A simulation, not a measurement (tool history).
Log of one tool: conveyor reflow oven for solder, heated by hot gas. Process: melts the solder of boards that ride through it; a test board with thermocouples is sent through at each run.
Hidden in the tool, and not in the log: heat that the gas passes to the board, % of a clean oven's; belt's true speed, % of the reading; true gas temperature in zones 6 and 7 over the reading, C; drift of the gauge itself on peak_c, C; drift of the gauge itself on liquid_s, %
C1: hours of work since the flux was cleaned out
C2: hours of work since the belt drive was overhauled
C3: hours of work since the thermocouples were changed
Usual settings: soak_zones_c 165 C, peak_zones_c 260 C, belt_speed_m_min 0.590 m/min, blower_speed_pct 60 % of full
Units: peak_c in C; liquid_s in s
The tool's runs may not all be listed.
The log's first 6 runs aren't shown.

Run 7, day 8.550: usual settings; C1 176; C2 1053; C3 1315. Result: peak_c 242.4 C, liquid_s 52.0 s.
Run 8, day 9.871: usual settings; C1 193; C2 1070; C3 1332. Result: peak_c 242.8 C, liquid_s 51.3 s.
Run 9, day 11.579: usual settings; C1 214; C2 1091; C3 1354. Result: peak_c 242.9 C, liquid_s 51.7 s.
At day 11.883: flux residue cleaned out of gas plates and filters.
Run 10, day 12.862: usual settings; C1 12; C2 1105; C3 1367. Result: peak_c 241.2 C, liquid_s 49.6 s.
Run 11, day 13.642: usual settings; C1 22; C2 1115; C3 1377. Result: peak_c 240.8 C, liquid_s 49.4 s.
Run 12, day 14.442: usual settings; C1 32; C2 1125; C3 1387. Result: peak_c 240.8 C, liquid_s 49.2 s.
At day 15.738: flux residue cleaned out of gas plates and filters, once more.
At day 15.925: thermocouples of zones 6 and 7 changed.
Run 13, day 16.150: usual settings; C1 4; C2 1143; C3 3. Result: peak_c 247.8 C, liquid_s 57.2 s.
Run 14, day 17.454: usual settings; C1 21; C2 1160; C3 19. Result: peak_c 247.2 C, liquid_s 57.0 s.
Run 15, day 19.325: usual settings; C1 44; C2 1183; C3 43. Result: peak_c 247.6 C, liquid_s 56.7 s.
Run 16, day 21.167: usual settings; C1 68; C2 1207; C3 67. Result: peak_c 247.1 C, liquid_s 57.1 s.
Run 17, day 22.362: usual settings but peak_zones_c 274 C, blower_speed_pct 76 % of full; C1 83; C2 1222; C3 82. Result: peak_c 261.0 C, liquid_s 67.6 s.
Run 18, day 23.504: usual settings but soak_zones_c 163 C, blower_speed_pct 57 % of full; C1 98; C2 1236; C3 96. Result: peak_c 245.0 C, liquid_s 54.3 s.
Run 19, day 25.158: usual settings but soak_zones_c 163 C, blower_speed_pct 57 % of full; C1 119; C2 1257; C3 117. Result: peak_c 245.5 C, liquid_s 54.3 s.
Run 20, day 26.392: usual settings but soak_zones_c 163 C, blower_speed_pct 57 % of full; C1 134; C2 1273; C3 133. Result: peak_c 245.1 C, liquid_s 53.6 s.
Run 21, day 28.025: usual settings but soak_zones_c 156 C, blower_speed_pct 85 % of full; C1 155; C2 1294; C3 154. Result: peak_c 248.8 C, liquid_s 56.2 s.
Run 22, day 29.662: usual settings but soak_zones_c 156 C, blower_speed_pct 85 % of full; C1 176; C2 1315; C3 174. Result: peak_c 248.0 C, liquid_s 56.1 s.
Run 23, day 31.342: usual settings but peak_zones_c 253 C, belt_speed_m_min 0.522 m/min, blower_speed_pct 77 % of full; C1 197; C2 1336; C3 196. Result: peak_c 244.7 C, liquid_s 64.6 s.
Run 24, day 32.583: usual settings but peak_zones_c 253 C, belt_speed_m_min 0.522 m/min, blower_speed_pct 77 % of full; C1 213; C2 1352; C3 212. Result: peak_c 244.2 C, liquid_s 64.1 s.
Run 25, day 33.633: usual settings but peak_zones_c 253 C, belt_speed_m_min 0.522 m/min, blower_speed_pct 77 % of full; C1 226; C2 1365; C3 225. Result: peak_c 243.6 C, liquid_s 63.1 s.
Run 26, day 35.292: usual settings but peak_zones_c 253 C, belt_speed_m_min 0.522 m/min, blower_speed_pct 77 % of full; C1 247; C2 1386; C3 246. Result: peak_c 243.4 C, liquid_s 63.2 s.
At day 36.808: flux residue cleaned out of gas plates and filters.
Run 27, day 37.188: usual settings but soak_zones_c 173 C, peak_zones_c 265 C, belt_speed_m_min 0.562 m/min; C1 5; C2 1408; C3 267. Result: peak_c 253.8 C, liquid_s 68.9 s.
Run 28, day 38.875: usual settings but soak_zones_c 173 C, peak_zones_c 265 C, belt_speed_m_min 0.562 m/min; C1 26; C2 1429; C3 289. Result: peak_c 253.6 C, liquid_s 68.4 s.
Run 29, day 39.950: usual settings but soak_zones_c 173 C, peak_zones_c 265 C, belt_speed_m_min 0.562 m/min; C1 40; C2 1443; C3 302. Result: peak_c 253.1 C, liquid_s 69.1 s.

The next listed run, before its measurement:
Run 30, day 40.904: usual settings but belt_speed_m_min 0.510 m/min, blower_speed_pct 80 % of full; C1 52; C2 1455; C3 314. Result: peak_c ?, liquid_s ?.

peak_c: 252.5 C
liquid_s: 73.5 s
Without the tool's hidden state the same run would have given peak_c 253.4 C, liquid_s 71.5 s.

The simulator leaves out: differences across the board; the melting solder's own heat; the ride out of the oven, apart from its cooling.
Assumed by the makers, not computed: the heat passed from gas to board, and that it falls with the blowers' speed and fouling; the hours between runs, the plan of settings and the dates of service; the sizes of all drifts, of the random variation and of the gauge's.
